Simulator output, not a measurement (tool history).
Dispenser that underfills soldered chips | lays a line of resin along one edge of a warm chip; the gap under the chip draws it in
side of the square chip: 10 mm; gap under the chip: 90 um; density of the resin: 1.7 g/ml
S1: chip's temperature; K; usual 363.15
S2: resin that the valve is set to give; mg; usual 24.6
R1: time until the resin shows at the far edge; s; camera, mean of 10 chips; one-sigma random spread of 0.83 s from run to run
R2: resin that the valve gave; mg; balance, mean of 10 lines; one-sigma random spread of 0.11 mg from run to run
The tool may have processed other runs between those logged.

Run 1, hour 0: usual settings. Result: R1 87.8 s, R2 23.21 mg.
At hour 5.6: new syringe of resin.
Run 2, hour 6.9: usual settings. Result: R1 79 s, R2 23.01 mg.
At hour 12.1: dispensing valve cleaned and set on the balance.
At hour 17.2: new syringe of resin.
Run 3, hour 20.9: usual settings. Result: R1 84.9 s, R2 24.41 mg.
At hour 27.2: new syringe of resin.
Run 4, hour 28.7: usual settings. Result: R1 79.6 s, R2 24.15 mg.
At hour 36.9: new syringe of resin.
Run 5, hour 39.5: usual settings but S2 23.4 mg. Result: R1 82.6 s, R2 22.81 mg.
At hour 46.8: new syringe of resin.
Run 6, hour 48.5: usual settings but S2 23.4 mg. Result: R1 79.4 s, R2 22.93 mg.
At hour 56.3: new syringe of resin.
Run 7, hour 62.4: usual settings but S2 23.4 mg. Result: R1 95 s, R2 22.69 mg.
At hour 66.5: new syringe of resin.
Run 8, hour 69.9: usual settings but S2 23.4 mg. Result: R1 84.9 s, R2 22.48 mg.
At hour 76.6: new syringe of resin.
At hour 79.7: stage's temperature calibrated.
Run 9, hour 83.7: usual settings but S2 26.6 mg. Result: R1 97.6 s, R2 25.22 mg.
At hour 87.2: new syringe of resin.
Run 10, hour 90.5: usual settings but S2 26.6 mg. Result: R1 85.7 s, R2 25 mg.
At hour 96.7: new syringe of resin.
Run 11, hour 98.9: usual settings but S1 354.15 K, S2 26.6 mg. Result: R1 112.9 s, R2 24.79 mg.
At hour 100.9: dispensing valve cleaned and set on the balance.
At hour 107.6: new syringe of resin.
Run 12, hour 109.4: usual settings but S1 354.15 K, S2 26.6 mg. Result: R1 111.4 s, R2 26.52 mg.
At hour 117.6: new syringe of resin.
Run 13, hour 120.1: usual settings but S2 25.2 mg. Result: R1 85 s, R2 24.9 mg.
At hour 127.8: new syringe of resin.
Run 14, hour 129.7: usual settings but S2 21.8 mg. Result: R1 85.1 s, R2 21.29 mg.

For each run, the measured value with the value that run would have given without the tool's hidden condition subtracted. The run-to-run variation is shared by both, the gauge scatter possibly not:
What the log doesn't record here: resin's viscosity, % of fresh resin's; dose that the valve gives, % of what is set; true chip temperature over the reading, C; drift of the gauge itself on fill_s, %; drift of the gauge itself on given_mg, %.
run     R1     R2
  1  +11.7  -1.41
  2   +2.7  -1.51
  3   +8.5  -0.22
  4   +3.2  -0.35
  5   +5.9  -0.52
  6   +2.7  -0.69
  7  +17.2  -0.94
  8   +8.1  -1.06
  9    +21  -1.46
 10  +10.1   -1.6
 11     +9  -1.74
 12   +5.3   -0.2
 13   +7.9   -0.4
 14   +6.2  -0.49
